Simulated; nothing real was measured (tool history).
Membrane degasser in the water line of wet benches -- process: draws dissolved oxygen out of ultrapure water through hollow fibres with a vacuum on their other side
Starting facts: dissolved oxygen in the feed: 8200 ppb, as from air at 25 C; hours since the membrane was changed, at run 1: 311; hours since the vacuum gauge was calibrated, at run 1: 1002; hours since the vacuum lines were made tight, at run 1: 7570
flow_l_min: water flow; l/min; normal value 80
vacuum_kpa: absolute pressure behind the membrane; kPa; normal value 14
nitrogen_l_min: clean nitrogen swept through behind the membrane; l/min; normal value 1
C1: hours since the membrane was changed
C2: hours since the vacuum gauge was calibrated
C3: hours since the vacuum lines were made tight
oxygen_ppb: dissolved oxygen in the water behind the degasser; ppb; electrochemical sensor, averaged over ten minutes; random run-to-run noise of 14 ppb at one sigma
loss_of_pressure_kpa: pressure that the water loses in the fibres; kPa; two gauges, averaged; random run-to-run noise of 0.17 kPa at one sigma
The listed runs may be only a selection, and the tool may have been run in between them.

Run 1, hour 0: usual settings; C1 311; C2 1002; C3 7570. Result: oxygen_ppb 1382.3 ppb, loss_of_pressure_kpa 25.07 kPa.
Run 2, hour 79: usual settings; C1 390; C2 1081; C3 7649. Result: oxygen_ppb 1389.4 ppb, loss_of_pressure_kpa 24.84 kPa.
Run 3, hour 154.4: usual settings; C1 465; C2 1157; C3 7725. Result: oxygen_ppb 1398.5 ppb, loss_of_pressure_kpa 25.28 kPa.
Run 4, hour 207.9: usual settings; C1 519; C2 1210; C3 7778. Result: oxygen_ppb 1407.5 ppb, loss_of_pressure_kpa 25.22 kPa.
Run 5, hour 253.2: usual settings but flow_l_min 105 l/min; C1 564; C2 1255; C3 7824. Result: oxygen_ppb 1635.6 ppb, loss_of_pressure_kpa 32.74 kPa.
Run 6, hour 321.2: usual settings but flow_l_min 105 l/min; C1 632; C2 1323; C3 7892. Result: oxygen_ppb 1690.3 ppb, loss_of_pressure_kpa 33.1 kPa.
Run 7, hour 358.1: usual settings but flow_l_min 105 l/min; C1 669; C2 1360; C3 7928. Result: oxygen_ppb 1665.8 ppb, loss_of_pressure_kpa 33.11 kPa.
Run 8, hour 411.4: usual settings but vacuum_kpa 8.9 kPa; C1 722; C2 1414; C3 7982. Result: oxygen_ppb 855.4 ppb, loss_of_pressure_kpa 24.71 kPa.
Run 9, hour 493.7: usual settings but vacuum_kpa 8.9 kPa, nitrogen_l_min 1.67 l/min; C1 805; C2 1496; C3 8064. Result: oxygen_ppb 629.3 ppb, loss_of_pressure_kpa 24.97 kPa.
Run 10, hour 571.5: usual settings; C1 882; C2 1574; C3 8142. Result: oxygen_ppb 1373.1 ppb, loss_of_pressure_kpa 24.85 kPa.
Run 11, hour 614.3: usual settings; C1 925; C2 1617; C3 8185. Result: oxygen_ppb 1409.2 ppb, loss_of_pressure_kpa 24.9 kPa.
Run 12, hour 659.5: usual settings; C1 970; C2 1662; C3 8230. Result: oxygen_ppb 1396.2 ppb, loss_of_pressure_kpa 25.08 kPa.
Run 13, hour 733.6: usual settings; C1 1044; C2 1736; C3 8304. Result: oxygen_ppb 1400.8 ppb, loss_of_pressure_kpa 24.87 kPa.
Run 14, hour 817.4: usual settings; C1 1128; C2 1820; C3 8388. Result: oxygen_ppb 1407.4 ppb, loss_of_pressure_kpa 24.92 kPa.
Run 15, hour 883.3: usual settings; C1 1194; C2 1886; C3 8454. Result: oxygen_ppb 1395.3 ppb, loss_of_pressure_kpa 25.08 kPa.
Run 16, hour 940.2: usual settings but flow_l_min 122 l/min; C1 1251; C2 1942; C3 8511. Result: oxygen_ppb 1815.2 ppb, loss_of_pressure_kpa 37.61 kPa.
Run 17, hour 1020.5: usual settings but flow_l_min 83 l/min; C1 1331; C2 2023; C3 8591. Result: oxygen_ppb 1424.1 ppb, loss_of_pressure_kpa 25.84 kPa.
Run 18, hour 1095.9: usual settings but vacuum_kpa 20.4 kPa; C1 1407; C2 2098; C3 8666. Result: oxygen_ppb 2017.3 ppb, loss_of_pressure_kpa 25.07 kPa.
Run 19, hour 1138: usual settings but flow_l_min 93 l/min, vacuum_kpa 13 kPa, nitrogen_l_min 0.55 l/min; C1 1449; C2 2140; C3 8708. Result: oxygen_ppb 1883.9 ppb, loss_of_pressure_kpa 29.38 kPa.
Run 20, hour 1194: usual settings but flow_l_min 98 l/min, vacuum_kpa 13.3 kPa, nitrogen_l_min 1.11 l/min; C1 1505; C2 2196; C3 8764. Result: oxygen_ppb 1445.7 ppb, loss_of_pressure_kpa 30.42 kPa.
Run 21, hour 1235.7: usual settings but flow_l_min 71 l/min; C1 1547; C2 2238; C3 8806. Result: oxygen_ppb 1295.5 ppb, loss_of_pressure_kpa 22.1 kPa.
Run 22, hour 1291.9: usual settings but flow_l_min 73 l/min, vacuum_kpa 25.6 kPa, nitrogen_l_min 0.81 l/min; C1 1603; C2 2294; C3 8862. Result: oxygen_ppb 2609.1 ppb, loss_of_pressure_kpa 22.95 kPa.
Run 23, hour 1336.3: usual settings but flow_l_min 73 l/min, vacuum_kpa 25.6 kPa, nitrogen_l_min 0.81 l/min; C1 1647; C2 2339; C3 8907. Result: oxygen_ppb 2602.2 ppb, loss_of_pressure_kpa 22.99 kPa.
Run 24, hour 1399.6: usual settings but flow_l_min 73 l/min, vacuum_kpa 25.6 kPa, nitrogen_l_min 0.81 l/min; C1 1710; C2 2402; C3 8970. Result: oxygen_ppb 2565.7 ppb, loss_of_pressure_kpa 22.63 kPa.
Run 25, hour 1451.8: usual settings but flow_l_min 112 l/min, vacuum_kpa 24 kPa, nitrogen_l_min 0.81 l/min; C1 1763; C2 2454; C3 9022. Result: oxygen_ppb 3112.5 ppb, loss_of_pressure_kpa 35.11 kPa.
Run 26, hour 1490.8: usual settings but flow_l_min 66 l/min, vacuum_kpa 24 kPa, nitrogen_l_min 0.63 l/min; C1 1802; C2 2493; C3 9061. Result: oxygen_ppb 2618.1 ppb, loss_of_pressure_kpa 20.66 kPa.
Run 27, hour 1533.3: usual settings but flow_l_min 49 l/min; C1 1844; C2 2536; C3 9104. Result: oxygen_ppb 965.1 ppb, loss_of_pressure_kpa 15.27 kPa.
Run 28, hour 1608.2: usual settings but flow_l_min 50 l/min, vacuum_kpa 22.4 kPa, nitrogen_l_min 0.62 l/min; C1 1919; C2 2610; C3 9179. Result: oxygen_ppb 2154 ppb, loss_of_pressure_kpa 15.66 kPa.
Run 29, hour 1684.7: usual settings but vacuum_kpa 10.9 kPa; C1 1996; C2 2687; C3 9255. Result: oxygen_ppb 1057.6 ppb, loss_of_pressure_kpa 24.85 kPa.
Run 30, hour 1751.7: usual settings but vacuum_kpa 10.9 kPa; C1 2063; C2 2754; C3 9322. Result: oxygen_ppb 1069.4 ppb, loss_of_pressure_kpa 25.36 kPa.
Run 31, hour 1800: usual settings but vacuum_kpa 10.9 kPa; C1 2111; C2 2802; C3 9370. Result: oxygen_ppb 1068.6 ppb, loss_of_pressure_kpa 25.16 kPa.

Forecast run 32:
Run 32, hour 1847.2: usual settings but flow_l_min 101 l/min, vacuum_kpa 27.8 kPa, nitrogen_l_min 0.57 l/min; C1 2158; C2 2849; C3 9418. Result: oxygen_ppb ?, loss_of_pressure_kpa ?.

oxygen_ppb: 3792 ppb
loss_of_pressure_kpa: 31.58 kPa
Take away the tool's hidden state, keep the run-to-run variation as it was, and the same run would have given oxygen_ppb 3792.1 ppb, loss_of_pressure_kpa 31.56 kPa.

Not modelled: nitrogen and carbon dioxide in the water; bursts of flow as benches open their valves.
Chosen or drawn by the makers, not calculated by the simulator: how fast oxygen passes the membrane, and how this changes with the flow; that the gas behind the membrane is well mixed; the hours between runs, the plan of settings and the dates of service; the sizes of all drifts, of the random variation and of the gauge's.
